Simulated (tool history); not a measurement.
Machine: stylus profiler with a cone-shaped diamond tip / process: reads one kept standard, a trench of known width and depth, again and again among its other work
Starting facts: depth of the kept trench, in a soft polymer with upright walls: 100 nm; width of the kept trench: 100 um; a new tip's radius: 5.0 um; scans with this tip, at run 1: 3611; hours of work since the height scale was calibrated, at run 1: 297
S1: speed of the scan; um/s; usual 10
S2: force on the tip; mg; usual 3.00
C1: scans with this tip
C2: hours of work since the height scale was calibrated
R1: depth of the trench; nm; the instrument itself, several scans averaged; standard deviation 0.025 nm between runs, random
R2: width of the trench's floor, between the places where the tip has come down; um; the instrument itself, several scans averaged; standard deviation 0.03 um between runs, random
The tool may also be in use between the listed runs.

run,hour,S1,S2,C1,C2,R1,R2
1,0.0,10,3.00,3611,297,101.49,97.87
2,13.4,10,3.00,3704,305,101.45,97.94
3,28.6,10,3.00,3809,313,101.46,97.89
4,49.0,10,3.00,3950,325,101.42,97.94
5,62.8,10,3.00,4044,333,101.46,97.93
6,86.9,10,3.00,4211,346,101.46,97.87
7,106.2,10,6.28,4344,357,102.45,97.84
8,125.9,10,6.28,4480,368,102.44,97.89
9,148.0,10,6.28,4633,381,102.46,97.84
10,159.1,10,6.28,4710,387,102.43,97.89
11,179.4,10,6.28,4850,399,102.50,97.84
12,191.1,10,3.00,4930,405,101.43,97.89
13,203.0,10,3.00,5012,412,101.45,97.91
14,221.1,10,3.00,5137,422,101.46,97.89
15,231.8,10,3.00,5211,429,101.47,97.86
16,252.4,10,1.67,5353,440,100.85,97.89
17,271.0,10,1.67,5481,451,100.85,97.86
18,282.9,10,1.67,5564,458,100.88,97.82
19,305.7,7,3.00,5721,470,101.40,97.82
20,330.4,7,3.00,5892,485,101.38,97.86
21,348.5,10,3.57,6017,495,101.60,97.84
22,371.9,10,3.57,6178,508,101.58,97.84
23,393.7,10,1.23,6328,520,100.64,97.84
24,410.6,15,5.38,6445,530,102.17,97.87
25,433.7,15,5.38,6605,543,102.10,97.87
26,457.7,15,5.69,6771,557,102.25,97.90
# hour 459.7: height scale calibrated on a step standard
27,479.9,10,4.71,6920,11,101.87,97.84
28,501.4,18,3.24,7068,24,101.36,97.86
29,518.9,38,1.47,7189,34,100.65,97.72
# hour 532.1: height scale calibrated on a step standard, once more
30,544.2,38,1.47,7361,7,101.02,97.80
31,566.4,38,1.47,7514,19,100.98,97.75
32,584.1,38,8.22,7636,30,103.16,97.80
33,597.8,4,3.00,7730,37,101.57,97.86
34,619.3,4,3.00,7879,49,101.60,97.84
35,640.7,4,3.00,8027,62,101.61,97.80
36,661.9,4,3.00,8173,74,101.57,97.82
37,680.6,33,1.21,8302,84,100.79,97.74
38,701.7,21,5.87,8448,96,102.47,97.78
39,716.3,7,1.19,8549,105,100.79,97.77
40,740.7,7,1.19,8717,118,100.86,97.75
41,752.9,7,1.19,8801,125,100.83,97.78
42,771.7,36,2.30,8931,136,101.29,97.75
43,787.7,36,2.30,9041,145,101.28,97.74
44,804.3,13,2.30,9156,155,101.29,97.78
45,829.1,13,2.30,9327,169,101.27,97.75
46,844.0,13,2.30,9430,177,101.26,97.81

Each row is a separate what-if for the run after 46, all from the same tool condition, not one after another. Results?
A,869.7,3,8.01,9607,192,?,?
B,869.7,4,6.14,9607,192,?,?
C,869.7,32,4.54,9607,192,?,?
D,869.7,3,2.30,9607,192,?,?

run,R1,R2
A,103.08,97.80
B,102.51,97.76
C,101.98,97.73
D,101.23,97.78
With the hidden condition removed and each run's random variation left untouched, the same runs would have given:
run,R1,R2
A,103.17,98.00
B,102.59,97.96
C,102.06,97.93
D,101.31,97.98
